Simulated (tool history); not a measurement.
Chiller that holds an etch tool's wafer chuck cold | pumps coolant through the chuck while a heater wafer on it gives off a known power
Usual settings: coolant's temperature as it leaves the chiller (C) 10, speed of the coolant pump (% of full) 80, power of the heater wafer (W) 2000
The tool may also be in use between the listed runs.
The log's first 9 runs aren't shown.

run	day	coolant's temperature as it leaves the chiller (C)	speed of the coolant pump (% of full)	power of the heater wafer (W)	chuck's temperature once it has settled (C)	how much warmer the coolant comes back (C)
10	17.804	10	80	1526	24.7	5.49
11	19.942	10	80	1184	21.5	4.27
12	22.250	10	80	1184	21.5	4.30
13	24.938	10	80	1184	21.5	4.28
14	26.250	10	80	1184	21.5	4.28
15	28.479	10	80	1184	21.7	4.29
16	30.512	10	80	1184	21.5	4.26
17	32.912	14	91	2031	31.7	6.32
18	34.508	17	80	2665	43.1	9.67
# day 34.846: coolant pump overhauled
19	36.688	17	80	2665	43.6	10.00
20	39.238	17	80	2665	43.7	9.92
21	42.050	17	80	2665	43.8	9.93
22	44.354	10	91	2000	27.9	6.40
# day 44.971: coolant pump overhauled, once more
23	46.662	17	71	2000	38.1	7.88
24	48.929	11	84	1182	21.6	3.79
25	51.088	11	84	1182	21.6	3.81
26	53.038	11	84	1182	21.6	3.90
27	55.738	13	84	1182	23.5	3.88
28	58.538	13	84	1182	23.7	3.79
29	60.942	13	84	1182	23.7	3.82
30	63.512	13	84	1182	23.9	3.82
31	65.733	13	84	1182	23.8	3.84

Forecast each of these 4 alternatives for the next run:
A	68.362	10	79	1562	?	?
B	68.362	10	64	2000	?	?
C	68.362	4	68	1491	?	?
D	68.362	1	70	1570	?	?

run	chuck's temperature once it has settled (C)	how much warmer the coolant comes back (C)
A	25.0	5.48
B	32.9	8.88
C	20.5	6.22
D	17.7	6.28
Without the tool's hidden state the same runs would have given:
run	chuck's temperature once it has settled (C)	how much warmer the coolant comes back (C)
A	24.6	5.48
B	32.3	8.88
C	20.1	6.22
D	17.3	6.28
